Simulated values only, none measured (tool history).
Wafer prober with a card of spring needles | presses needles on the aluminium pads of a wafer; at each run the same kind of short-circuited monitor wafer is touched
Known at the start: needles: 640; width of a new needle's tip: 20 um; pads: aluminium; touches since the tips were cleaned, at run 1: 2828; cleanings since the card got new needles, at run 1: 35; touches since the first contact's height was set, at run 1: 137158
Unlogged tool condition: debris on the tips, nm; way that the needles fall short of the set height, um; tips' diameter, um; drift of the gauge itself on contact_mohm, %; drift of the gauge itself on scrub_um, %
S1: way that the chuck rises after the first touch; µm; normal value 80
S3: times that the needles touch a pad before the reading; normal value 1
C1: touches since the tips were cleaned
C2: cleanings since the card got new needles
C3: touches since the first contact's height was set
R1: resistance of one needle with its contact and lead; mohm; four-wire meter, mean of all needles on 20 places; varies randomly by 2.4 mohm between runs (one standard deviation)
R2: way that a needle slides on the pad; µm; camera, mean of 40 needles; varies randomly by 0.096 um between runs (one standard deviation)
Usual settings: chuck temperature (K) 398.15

{"run": 1, "hour": 0.0, "S1": 80, "chuck temperature (K)": 398.15, "S3": 1, "C1": 2828, "C2": 35, "C3": 137158, "R1": 274, "R2": 19.89}
{"hour": 1.9, "done": "tips cleaned on abrasive film"}
{"hour": 9.4, "done": "tips cleaned on abrasive film"}
{"hour": 18.5, "done": "tips cleaned on abrasive film"}
{"hour": 25.9, "done": "tips cleaned on abrasive film"}
{"run": 2, "hour": 30.3, "S1": 80, "chuck temperature (K)": 382.15, "S3": 1, "C1": 2109, "C2": 39, "C3": 151432, "R1": 267, "R2": 20.05}
{"hour": 34.0, "done": "tips cleaned on abrasive film"}
{"hour": 41.5, "done": "tips cleaned on abrasive film"}
{"hour": 50.7, "done": "tips cleaned on abrasive film"}
{"hour": 60.0, "done": "tips cleaned on abrasive film"}
{"run": 3, "hour": 63.7, "S1": 80, "chuck temperature (K)": 382.15, "S3": 1, "C1": 1792, "C2": 43, "C3": 167204, "R1": 268, "R2": 19.92}
{"hour": 67.5, "done": "tips cleaned on abrasive film"}
{"hour": 76.7, "done": "tips cleaned on abrasive film"}
{"hour": 84.1, "done": "tips cleaned on abrasive film"}
{"hour": 93.0, "done": "tips cleaned on abrasive film"}
{"run": 4, "hour": 99.3, "S1": 80, "chuck temperature (K)": 382.15, "S3": 1, "C1": 3043, "C2": 47, "C3": 184031, "R1": 268, "R2": 19.96}
{"hour": 101.0, "done": "tips cleaned on abrasive film"}
{"hour": 110.3, "done": "tips cleaned on abrasive film"}
{"hour": 119.3, "done": "tips cleaned on abrasive film"}
{"hour": 126.7, "done": "tips cleaned on abrasive film"}
{"run": 5, "hour": 128.8, "S1": 85, "chuck temperature (K)": 382.15, "S3": 1, "C1": 999, "C2": 51, "C3": 197902, "R1": 266, "R2": 21.1}
{"hour": 134.4, "done": "tips cleaned on abrasive film"}
{"hour": 141.8, "done": "tips cleaned on abrasive film"}
{"run": 6, "hour": 145.0, "S1": 80, "chuck temperature (K)": 372.15, "S3": 1, "C1": 1507, "C2": 53, "C3": 205529, "R1": 268, "R2": 19.9}
{"hour": 150.5, "done": "tips cleaned on abrasive film"}
{"hour": 159.8, "done": "tips cleaned on abrasive film"}
{"hour": 169.0, "done": "tips cleaned on abrasive film"}
{"run": 7, "hour": 173.2, "S1": 80, "chuck temperature (K)": 372.15, "S3": 1, "C1": 2000, "C2": 56, "C3": 218887, "R1": 265, "R2": 19.89}
{"hour": 177.0, "done": "tips cleaned on abrasive film"}
{"hour": 184.4, "done": "tips cleaned on abrasive film"}
{"hour": 193.4, "done": "tips cleaned on abrasive film"}
{"hour": 200.8, "done": "tips cleaned on abrasive film"}
{"run": 8, "hour": 201.3, "S1": 80, "chuck temperature (K)": 372.15, "S3": 1, "C1": 242, "C2": 60, "C3": 232123, "R1": 267, "R2": 19.91}
{"hour": 208.4, "done": "tips cleaned on abrasive film"}
{"hour": 217.5, "done": "tips cleaned on abrasive film"}
{"run": 9, "hour": 218.7, "S1": 89, "chuck temperature (K)": 332.15, "S3": 2, "C1": 578, "C2": 62, "C3": 240308, "R1": 253, "R2": 22.11}
{"hour": 224.5, "done": "height of the first contact set anew"}
{"hour": 226.4, "done": "tips cleaned on abrasive film"}
{"hour": 235.5, "done": "tips cleaned on abrasive film"}
{"hour": 242.9, "done": "tips cleaned on abrasive film"}
{"hour": 252.1, "done": "tips cleaned on abrasive film"}
{"run": 10, "hour": 257.5, "S1": 89, "chuck temperature (K)": 332.15, "S3": 2, "C1": 2585, "C2": 66, "C3": 15606, "R1": 253, "R2": 22.24}
{"hour": 261.3, "done": "tips cleaned on abrasive film"}
{"hour": 270.4, "done": "tips cleaned on abrasive film"}
{"hour": 279.6, "done": "tips cleaned on abrasive film"}
{"run": 11, "hour": 286.7, "S1": 84, "chuck temperature (K)": 323.15, "S3": 2, "C1": 3417, "C2": 69, "C3": 29410, "R1": 250, "R2": 20.79}
{"hour": 288.7, "done": "tips cleaned on abrasive film"}
{"hour": 297.5, "done": "tips cleaned on abrasive film"}
{"hour": 306.7, "done": "tips cleaned on abrasive film"}
{"run": 12, "hour": 312.9, "S1": 84, "chuck temperature (K)": 323.15, "S3": 2, "C1": 2964, "C2": 72, "C3": 41781, "R1": 255, "R2": 20.88}
{"hour": 314.9, "done": "tips cleaned on abrasive film"}
{"hour": 323.7, "done": "tips cleaned on abrasive film"}
{"hour": 332.8, "done": "tips cleaned on abrasive film"}
{"run": 13, "hour": 336.5, "S1": 84, "chuck temperature (K)": 323.15, "S3": 2, "C1": 1765, "C2": 75, "C3": 52909, "R1": 251, "R2": 20.83}
{"hour": 340.3, "done": "tips cleaned on abrasive film"}
{"hour": 349.5, "done": "tips cleaned on abrasive film"}
{"hour": 358.6, "done": "tips cleaned on abrasive film"}
{"hour": 366.0, "done": "tips cleaned on abrasive film"}
{"hour": 374.8, "done": "tips cleaned on abrasive film"}
{"run": 14, "hour": 376.3, "S1": 74, "chuck temperature (K)": 308.15, "S3": 2, "C1": 697, "C2": 80, "C3": 71645, "R1": 245, "R2": 18.37}
{"hour": 383.6, "done": "tips cleaned on abrasive film"}
{"hour": 392.9, "done": "tips cleaned on abrasive film"}
{"hour": 402.0, "done": "tips cleaned on abrasive film"}
{"run": 15, "hour": 402.9, "S1": 74, "chuck temperature (K)": 308.15, "S3": 2, "C1": 439, "C2": 83, "C3": 84242, "R1": 249, "R2": 18.32}
{"hour": 410.4, "done": "tips cleaned on abrasive film"}
{"hour": 417.8, "done": "tips cleaned on abrasive film"}
{"run": 16, "hour": 421.9, "S1": 74, "chuck temperature (K)": 308.15, "S3": 2, "C1": 1979, "C2": 85, "C3": 93210, "R1": 250, "R2": 18.35}

Predict each of these 4 candidate next runs independently; none follows another, all start after run 16:
{"hour": 425.7, "done": "tips cleaned on abrasive film"}
{"hour": 433.1, "done": "tips cleaned on abrasive film"}
{"hour": 440.5, "done": "tips cleaned on abrasive film"}
{"hour": 447.9, "done": "tips cleaned on abrasive film"}
{"hour": 455.4, "done": "tips cleaned on abrasive film"}
{"run": "A", "hour": 460.7, "S1": 74, "chuck temperature (K)": 308.15, "S3": 2, "C1": 2546, "C2": 90, "C3": 111484, "R1": "?", "R2": "?"}
{"hour": 425.7, "done": "tips cleaned on abrasive film"}
{"hour": 433.1, "done": "tips cleaned on abrasive film"}
{"hour": 440.5, "done": "tips cleaned on abrasive film"}
{"hour": 447.9, "done": "tips cleaned on abrasive film"}
{"hour": 455.4, "done": "tips cleaned on abrasive film"}
{"run": "B", "hour": 460.7, "S1": 80, "chuck temperature (K)": 398.15, "S3": 1, "C1": 2546, "C2": 90, "C3": 111484, "R1": "?", "R2": "?"}
{"hour": 425.7, "done": "tips cleaned on abrasive film"}
{"hour": 433.1, "done": "tips cleaned on abrasive film"}
{"hour": 440.5, "done": "tips cleaned on abrasive film"}
{"hour": 447.9, "done": "tips cleaned on abrasive film"}
{"hour": 455.4, "done": "tips cleaned on abrasive film"}
{"run": "C", "hour": 460.7, "S1": 66, "chuck temperature (K)": 398.15, "S3": 1, "C1": 2546, "C2": 90, "C3": 111484, "R1": "?", "R2": "?"}
{"hour": 425.7, "done": "tips cleaned on abrasive film"}
{"hour": 433.1, "done": "tips cleaned on abrasive film"}
{"hour": 440.5, "done": "tips cleaned on abrasive film"}
{"hour": 447.9, "done": "tips cleaned on abrasive film"}
{"hour": 455.4, "done": "tips cleaned on abrasive film"}
{"run": "D", "hour": 460.7, "S1": 95, "chuck temperature (K)": 308.15, "S3": 3, "C1": 2546, "C2": 90, "C3": 111484, "R1": "?", "R2": "?"}

run=A R1=251 R2=18.36
run=B R1=271 R2=19.89
run=C R1=280 R2=16.36
run=D R1=244 R2=23.45
Without the tool's unlogged condition, the same runs would have read:
run=A R1=250 R2=18.56
run=B R1=271 R2=20.1
run=C R1=279 R2=16.54
run=D R1=244 R2=23.71
